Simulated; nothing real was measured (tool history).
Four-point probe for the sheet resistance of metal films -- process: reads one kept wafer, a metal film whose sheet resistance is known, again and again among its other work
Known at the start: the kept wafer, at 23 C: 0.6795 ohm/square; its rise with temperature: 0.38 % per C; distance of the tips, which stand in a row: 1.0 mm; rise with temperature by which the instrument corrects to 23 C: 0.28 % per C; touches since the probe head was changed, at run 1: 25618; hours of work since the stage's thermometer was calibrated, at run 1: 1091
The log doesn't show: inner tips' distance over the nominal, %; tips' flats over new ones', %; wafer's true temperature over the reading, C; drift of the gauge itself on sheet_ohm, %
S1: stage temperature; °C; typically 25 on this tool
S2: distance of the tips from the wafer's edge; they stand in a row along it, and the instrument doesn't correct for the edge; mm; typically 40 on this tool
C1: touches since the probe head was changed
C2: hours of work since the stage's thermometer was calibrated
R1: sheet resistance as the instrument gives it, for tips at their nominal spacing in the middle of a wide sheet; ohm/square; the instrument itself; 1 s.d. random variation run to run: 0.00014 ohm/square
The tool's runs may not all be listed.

run	hour	S1	S2	C1	C2	R1
1	0	25	40	25618	1091	0.684281
2	125.7	25	40	30047	1164	0.684568
3	200.7	25	40	32689	1208	0.684643
4	270.4	25	40	35147	1248	0.684721
5	360.4	25	40	38318	1301	0.684784
6	443.1	25	7	41231	1349	0.692448
7	579.1	25	40	46024	1428	0.685483
8	707.8	25	40	50558	1503	0.685586
# hour 826.3: stage's thermometer calibrated
9	836.7	25	40	55084	6	0.687062
10	908.6	26	4	57615	48	0.710397
11	1041	35	9	62284	125	0.698901
12	1171.2	35	57	66869	201	0.694554
13	1302	29	14	71479	277	0.692675
14	1372.5	29	4	73965	318	0.713161
15	1469.7	19	5	77387	374	0.697721

Consider 5 possible next runs. They are alternatives, not a sequence: every one starts from the tool as it was left by run 15. What does each give?
A	1532.3	19	7	79596	411	?
B	1532.3	20	26	79596	411	?
C	1532.3	22	40	79596	411	?
D	1532.3	26	12	79596	411	?
E	1532.3	30	59	79596	411	?

run	R1
A	0.691005
B	0.684933
C	0.685963
D	0.691281
E	0.691906
Take away the tool's hidden state, keep each run's random variation, and the runs would have read:
run	R1
A	0.683875
B	0.677858
C	0.678874
D	0.684134
E	0.684744

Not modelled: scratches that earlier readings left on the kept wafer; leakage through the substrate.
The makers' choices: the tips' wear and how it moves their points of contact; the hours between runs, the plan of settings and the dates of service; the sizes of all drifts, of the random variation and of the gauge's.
